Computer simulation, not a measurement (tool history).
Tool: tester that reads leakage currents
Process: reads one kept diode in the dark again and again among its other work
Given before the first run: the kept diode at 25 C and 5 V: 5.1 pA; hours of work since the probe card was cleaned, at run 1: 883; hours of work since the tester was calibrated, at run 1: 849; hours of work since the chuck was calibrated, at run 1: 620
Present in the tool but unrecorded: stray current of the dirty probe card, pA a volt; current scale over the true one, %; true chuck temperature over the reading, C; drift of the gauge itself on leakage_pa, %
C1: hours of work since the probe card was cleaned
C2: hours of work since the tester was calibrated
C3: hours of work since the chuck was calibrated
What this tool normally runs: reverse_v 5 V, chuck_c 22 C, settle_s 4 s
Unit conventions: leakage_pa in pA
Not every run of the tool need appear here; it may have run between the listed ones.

run 1 day=0 | reverse_v=5 chuck_c=22 settle_s=4 | C1=883 C2=849 C3=620 | leakage_pa=4.5
run 2 day=1.712 | reverse_v=5 chuck_c=53 settle_s=4 | C1=907 C2=873 C3=644 | leakage_pa=37.18
run 3 day=3.471 | reverse_v=5 chuck_c=53 settle_s=4 | C1=931 C2=897 C3=668 | leakage_pa=36.93
run 4 day=4.317 | reverse_v=5 chuck_c=22 settle_s=4 | C1=943 C2=909 C3=680 | leakage_pa=4.47
run 5 day=5.075 | reverse_v=5 chuck_c=22 settle_s=4 | C1=954 C2=920 C3=691 | leakage_pa=4.42
run 6 day=6.058 | reverse_v=5 chuck_c=22 settle_s=4 | C1=967 C2=933 C3=705 | leakage_pa=4.48
run 7 day=7.188 | reverse_v=5 chuck_c=22 settle_s=4 | C1=983 C2=949 C3=720 | leakage_pa=4.49
run 8 day=8.279 | reverse_v=12.97 chuck_c=22 settle_s=4 | C1=998 C2=964 C3=736 | leakage_pa=6.68
run 9 day=9.896 | reverse_v=12.97 chuck_c=53 settle_s=4 | C1=1021 C2=987 C3=758 | leakage_pa=51.45
run 10 day=11.183 | reverse_v=12.97 chuck_c=53 settle_s=4 | C1=1039 C2=1005 C3=776 | leakage_pa=51.69
run 11 day=12.488 | reverse_v=5 chuck_c=22 settle_s=4 | C1=1057 C2=1023 C3=794 | leakage_pa=4.47
run 12 day=13.846 | reverse_v=1.26 chuck_c=22 settle_s=4 | C1=1076 C2=1042 C3=813 | leakage_pa=2.66
run 13 day=14.804 | reverse_v=5 chuck_c=22 settle_s=4 | C1=1090 C2=1056 C3=827 | leakage_pa=4.44
run 14 day=15.871 | reverse_v=13.11 chuck_c=22 settle_s=4 | C1=1104 C2=1071 C3=842 | leakage_pa=6.8
run 15 day=16.846 | reverse_v=5 chuck_c=22 settle_s=3.11 | C1=1118 C2=1084 C3=855 | leakage_pa=4.56
-- day=17.65 probe card cleaned and baked
run 16 day=18.033 | reverse_v=5 chuck_c=22 settle_s=4 | C1=5 C2=1099 C3=870 | leakage_pa=4.45
run 17 day=19.321 | reverse_v=5 chuck_c=41 settle_s=4 | C1=23 C2=1117 C3=888 | leakage_pa=16.75
run 18 day=21.104 | reverse_v=5 chuck_c=41 settle_s=4 | C1=48 C2=1142 C3=913 | leakage_pa=16.83
run 19 day=22.667 | reverse_v=5 chuck_c=22 settle_s=1.38 | C1=70 C2=1164 C3=935 | leakage_pa=5.09
run 20 day=23.65 | reverse_v=3.53 chuck_c=22 settle_s=1.38 | C1=84 C2=1177 C3=949 | leakage_pa=4.29
run 21 day=24.55 | reverse_v=3.53 chuck_c=22 settle_s=1.38 | C1=96 C2=1190 C3=961 | leakage_pa=4.31
run 22 day=26.362 | reverse_v=7.74 chuck_c=43 settle_s=0.35 | C1=122 C2=1215 C3=987 | leakage_pa=27.61
run 23 day=27.392 | reverse_v=7.74 chuck_c=43 settle_s=0.35 | C1=136 C2=1230 C3=1001 | leakage_pa=27.52
run 24 day=28.646 | reverse_v=7.74 chuck_c=43 settle_s=0.35 | C1=154 C2=1247 C3=1018 | leakage_pa=27.71
run 25 day=30.396 | reverse_v=5.41 chuck_c=23 settle_s=0.4 | C1=178 C2=1272 C3=1043 | leakage_pa=8.08
run 26 day=31.954 | reverse_v=2.16 chuck_c=28 settle_s=3.43 | C1=200 C2=1294 C3=1065 | leakage_pa=5.07
run 27 day=33.45 | reverse_v=2.16 chuck_c=28 settle_s=3.43 | C1=221 C2=1314 C3=1086 | leakage_pa=5.1
run 28 day=35.233 | reverse_v=19.63 chuck_c=41 settle_s=5.4 | C1=246 C2=1339 C3=1110 | leakage_pa=27.34
run 29 day=36.175 | reverse_v=1.51 chuck_c=27 settle_s=3.4 | C1=259 C2=1353 C3=1124 | leakage_pa=4.23
run 30 day=37.95 | reverse_v=10.08 chuck_c=51 settle_s=4 | C1=284 C2=1377 C3=1148 | leakage_pa=41.56
run 31 day=38.896 | reverse_v=10.08 chuck_c=51 settle_s=4 | C1=297 C2=1391 C3=1162 | leakage_pa=41.56
run 32 day=40.104 | reverse_v=10.08 chuck_c=51 settle_s=4 | C1=314 C2=1407 C3=1179 | leakage_pa=41.5
run 33 day=41.321 | reverse_v=2.93 chuck_c=24 settle_s=2.35 | C1=331 C2=1424 C3=1196 | leakage_pa=4.38
run 34 day=42.362 | reverse_v=2.67 chuck_c=21 settle_s=2.35 | C1=345 C2=1439 C3=1210 | leakage_pa=3.41
run 35 day=43.329 | reverse_v=2.67 chuck_c=21 settle_s=2.35 | C1=359 C2=1452 C3=1224 | leakage_pa=3.33
run 36 day=44.65 | reverse_v=2.67 chuck_c=21 settle_s=6.71 | C1=377 C2=1471 C3=1242 | leakage_pa=3.22
run 37 day=45.408 | reverse_v=1.47 chuck_c=22 settle_s=5.18 | C1=388 C2=1482 C3=1253 | leakage_pa=2.81
run 38 day=47.188 | reverse_v=1.47 chuck_c=22 settle_s=5.18 | C1=413 C2=1506 C3=1278 | leakage_pa=2.8
run 39 day=48.488 | reverse_v=1.47 chuck_c=54 settle_s=5.18 | C1=431 C2=1525 C3=1296 | leakage_pa=25.91

What if the next run were any one of these 3? Each begins from the tool's condition after run 39:
run A day=49.546 | reverse_v=3.29 chuck_c=25 settle_s=9.33 | C1=446 C2=1539 C3=1310 | leakage_pa=?
run B day=49.546 | reverse_v=2.2 chuck_c=59 settle_s=0.79 | C1=446 C2=1539 C3=1310 | leakage_pa=?
run C day=49.546 | reverse_v=1.47 chuck_c=59 settle_s=6.91 | C1=446 C2=1539 C3=1310 | leakage_pa=?

run=A leakage_pa=4.72
run=B leakage_pa=41.21
run=C leakage_pa=35.33
The same runs, with their run-to-run variation unchanged, on a tool lacking any hidden condition would have given:
run=A leakage_pa=4.71
run=B leakage_pa=41.21
run=C leakage_pa=35.33
